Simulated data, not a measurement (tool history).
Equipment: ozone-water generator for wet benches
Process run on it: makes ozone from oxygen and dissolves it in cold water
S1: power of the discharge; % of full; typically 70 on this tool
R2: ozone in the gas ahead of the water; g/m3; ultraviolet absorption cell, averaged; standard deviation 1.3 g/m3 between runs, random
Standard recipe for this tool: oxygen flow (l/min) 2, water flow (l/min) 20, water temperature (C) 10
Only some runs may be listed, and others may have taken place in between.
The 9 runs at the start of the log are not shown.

run 10 hour=431.2 | S1=70 oxygen_flow_(l/min)=3.35 water_flow_(l/min)=20 water_temperature_(C)=10 | dissolved_ozone_(ppm)=17.5 R2=189.7
-- hour=451.7 contactor cleaned
run 11 hour=465.2 | S1=70 oxygen_flow_(l/min)=3.35 water_flow_(l/min)=20 water_temperature_(C)=10 | dissolved_ozone_(ppm)=18 R2=186.9
run 12 hour=519.1 | S1=70 oxygen_flow_(l/min)=3.35 water_flow_(l/min)=20 water_temperature_(C)=10 | dissolved_ozone_(ppm)=18.2 R2=187.9
run 13 hour=579.7 | S1=70 oxygen_flow_(l/min)=1.64 water_flow_(l/min)=20 water_temperature_(C)=10 | dissolved_ozone_(ppm)=14.7 R2=261.6
run 14 hour=624.8 | S1=70 oxygen_flow_(l/min)=2 water_flow_(l/min)=20 water_temperature_(C)=10 | dissolved_ozone_(ppm)=15.4 R2=237.7
run 15 hour=666.5 | S1=70 oxygen_flow_(l/min)=2 water_flow_(l/min)=20 water_temperature_(C)=10 | dissolved_ozone_(ppm)=15.2 R2=239.1
run 16 hour=716.7 | S1=70 oxygen_flow_(l/min)=2 water_flow_(l/min)=20 water_temperature_(C)=10 | dissolved_ozone_(ppm)=15.3 R2=237.9
run 17 hour=767.9 | S1=70 oxygen_flow_(l/min)=2 water_flow_(l/min)=17 water_temperature_(C)=10 | dissolved_ozone_(ppm)=18.1 R2=237.6
run 18 hour=816.7 | S1=70 oxygen_flow_(l/min)=2 water_flow_(l/min)=17 water_temperature_(C)=10 | dissolved_ozone_(ppm)=17.6 R2=237.8
run 19 hour=889.1 | S1=57 oxygen_flow_(l/min)=3.16 water_flow_(l/min)=20 water_temperature_(C)=10 | dissolved_ozone_(ppm)=15 R2=165.9
run 20 hour=934.4 | S1=41 oxygen_flow_(l/min)=1.94 water_flow_(l/min)=30 water_temperature_(C)=12 | dissolved_ozone_(ppm)=6.9 R2=167.8
run 21 hour=989.9 | S1=41 oxygen_flow_(l/min)=1.27 water_flow_(l/min)=30 water_temperature_(C)=11 | dissolved_ozone_(ppm)=5.5 R2=207.2
run 22 hour=1052.8 | S1=46 oxygen_flow_(l/min)=1.25 water_flow_(l/min)=30 water_temperature_(C)=11 | dissolved_ozone_(ppm)=6 R2=222.3
-- hour=1057.5 water thermometer calibrated
run 23 hour=1095.6 | S1=54 oxygen_flow_(l/min)=3.23 water_flow_(l/min)=32 water_temperature_(C)=8 | dissolved_ozone_(ppm)=9.2 R2=158.3
run 24 hour=1163.9 | S1=54 oxygen_flow_(l/min)=3.23 water_flow_(l/min)=15 water_temperature_(C)=17 | dissolved_ozone_(ppm)=17.4 R2=157.8
run 25 hour=1233.8 | S1=70 oxygen_flow_(l/min)=2 water_flow_(l/min)=20 water_temperature_(C)=9 | dissolved_ozone_(ppm)=15.1 R2=232.8
run 26 hour=1275.8 | S1=70 oxygen_flow_(l/min)=2 water_flow_(l/min)=29 water_temperature_(C)=5 | dissolved_ozone_(ppm)=10.2 R2=234.3
run 27 hour=1321.3 | S1=70 oxygen_flow_(l/min)=2 water_flow_(l/min)=29 water_temperature_(C)=5 | dissolved_ozone_(ppm)=10.1 R2=232
run 28 hour=1392.1 | S1=70 oxygen_flow_(l/min)=2 water_flow_(l/min)=29 water_temperature_(C)=6 | dissolved_ozone_(ppm)=10.1 R2=232

For run 29, what comes out?
run 29 hour=1455.8 | S1=70 oxygen_flow_(l/min)=2 water_flow_(l/min)=19 water_temperature_(C)=6 | dissolved_ozone_(ppm)=? R2=?

Run 29 yielded dissolved ozone (ppm) 15.9, R2 232.5 g/m3.
Were there no unlogged condition in the tool, this run, its random variation unchanged, would have produced dissolved ozone (ppm) 17.4, R2 251.7 g/m3.
